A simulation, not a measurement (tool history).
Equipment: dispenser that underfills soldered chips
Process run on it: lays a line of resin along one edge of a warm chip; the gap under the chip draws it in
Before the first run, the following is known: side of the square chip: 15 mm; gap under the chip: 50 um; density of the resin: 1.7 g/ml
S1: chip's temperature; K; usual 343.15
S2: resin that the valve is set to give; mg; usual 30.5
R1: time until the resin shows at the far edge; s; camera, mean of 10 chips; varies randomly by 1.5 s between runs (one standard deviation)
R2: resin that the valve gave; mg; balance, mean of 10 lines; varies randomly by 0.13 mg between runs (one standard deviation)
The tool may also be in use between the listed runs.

run 1 hour=0.0 | S1=343.15 S2=30.5 | R1=176.0 R2=27.15
-- hour=3.7 dispensing valve cleaned and set on the balance
run 2 hour=4.9 | S1=343.15 S2=30.5 | R1=191.5 R2=30.68
-- hour=6.6 new syringe of resin
run 3 hour=8.8 | S1=343.15 S2=30.5 | R1=159.2 R2=30.51
run 4 hour=12.7 | S1=343.15 S2=30.5 | R1=172.1 R2=30.48
run 5 hour=16.4 | S1=343.15 S2=30.5 | R1=186.4 R2=30.49
-- hour=18.8 new syringe of resin
run 6 hour=20.8 | S1=343.15 S2=30.5 | R1=154.3 R2=30.16
run 7 hour=24.9 | S1=343.15 S2=27.7 | R1=169.7 R2=27.30
run 8 hour=28.9 | S1=343.15 S2=29.0 | R1=187.6 R2=28.42
-- hour=31.2 new syringe of resin
run 9 hour=33.3 | S1=343.15 S2=29.0 | R1=154.9 R2=28.44
run 10 hour=37.8 | S1=349.15 S2=29.0 | R1=126.8 R2=28.77
run 11 hour=42.2 | S1=343.15 S2=28.7 | R1=192.9 R2=28.17
-- hour=43.4 new syringe of resin
run 12 hour=47.2 | S1=352.15 S2=28.7 | R1=104.6 R2=27.91
run 13 hour=51.9 | S1=352.15 S2=28.7 | R1=114.3 R2=27.95
-- hour=55.7 new syringe of resin
run 14 hour=56.9 | S1=352.15 S2=28.7 | R1=96.4 R2=27.76
run 15 hour=59.7 | S1=352.15 S2=28.7 | R1=103.3 R2=27.71
run 16 hour=64.0 | S1=352.15 S2=28.7 | R1=113.5 R2=27.80
-- hour=68.2 new syringe of resin
run 17 hour=68.2 | S1=352.15 S2=28.7 | R1=94.5 R2=27.60
run 18 hour=72.3 | S1=352.15 S2=28.7 | R1=105.6 R2=27.43
run 19 hour=74.4 | S1=352.15 S2=28.7 | R1=110.2 R2=27.49
run 20 hour=76.5 | S1=334.15 S2=30.5 | R1=298.8 R2=29.02
run 21 hour=78.6 | S1=334.15 S2=30.5 | R1=315.8 R2=28.91
-- hour=80.5 new syringe of resin
run 22 hour=82.5 | S1=328.15 S2=29.4 | R1=363.5 R2=28.16
run 23 hour=84.5 | S1=328.15 S2=29.4 | R1=379.7 R2=28.04
run 24 hour=89.0 | S1=328.15 S2=35.0 | R1=415.0 R2=33.15
run 25 hour=90.9 | S1=328.15 S2=35.0 | R1=425.7 R2=33.04
-- hour=92.9 new syringe of resin
run 26 hour=95.5 | S1=328.15 S2=35.0 | R1=363.2 R2=33.11
run 27 hour=98.6 | S1=333.15 S2=28.6 | R1=299.2 R2=27.02
run 28 hour=100.8 | S1=333.15 S2=28.6 | R1=323.1 R2=27.01
-- hour=105.4 new syringe of resin
run 29 hour=105.5 | S1=333.15 S2=28.6 | R1=263.6 R2=26.92
run 30 hour=109.2 | S1=333.15 S2=31.2 | R1=281.1 R2=29.21
run 31 hour=113.6 | S1=333.15 S2=31.2 | R1=305.8 R2=28.93
-- hour=117.9 new syringe of resin
run 32 hour=118.1 | S1=348.15 S2=35.5 | R1=112.6 R2=33.00
run 33 hour=120.3 | S1=348.15 S2=35.5 | R1=119.3 R2=33.15
run 34 hour=123.8 | S1=348.15 S2=35.5 | R1=128.4 R2=32.77
run 35 hour=127.8 | S1=339.15 S2=28.1 | R1=234.9 R2=26.00

What would each run have given without the hidden state, its run-to-run variation left as it was?
Hidden state at play: resin's viscosity, % of fresh resin's; dose that the valve gives, % of what is set; true chip temperature over the reading, C; drift of the gauge itself on fill_s, %; drift of the gauge itself on given_mg, %.
run=1 R1=149.0 R2=30.42
run=2 R1=150.7 R2=30.60
run=3 R1=151.7 R2=30.50
run=4 R1=149.4 R2=30.55
run=5 R1=148.3 R2=30.64
run=6 R1=150.2 R2=30.39
run=7 R1=149.7 R2=27.59
run=8 R1=150.6 R2=28.79
run=9 R1=151.6 R2=28.90
run=10 R1=111.7 R2=29.32
run=11 R1=153.0 R2=28.81
run=12 R1=95.8 R2=28.63
run=13 R1=93.5 R2=28.77
run=14 R1=94.6 R2=28.67
run=15 R1=94.9 R2=28.68
run=16 R1=93.9 R2=28.85
run=17 R1=94.7 R2=28.72
run=18 R1=95.9 R2=28.64
run=19 R1=95.2 R2=28.74
run=20 R1=246.4 R2=30.38
run=21 R1=247.8 R2=30.31
run=22 R1=352.4 R2=29.59
run=23 R1=351.5 R2=29.50
run=24 R1=347.1 R2=34.99
run=25 R1=340.0 R2=34.93
run=26 R1=345.4 R2=35.10
run=27 R1=262.3 R2=28.71
run=28 R1=268.6 R2=28.75
run=29 R1=266.9 R2=28.74
run=30 R1=261.8 R2=31.26
run=31 R1=256.4 R2=31.08
run=32 R1=113.1 R2=35.56
run=33 R1=113.8 R2=35.77
run=34 R1=112.9 R2=35.43
run=35 R1=185.8 R2=28.19
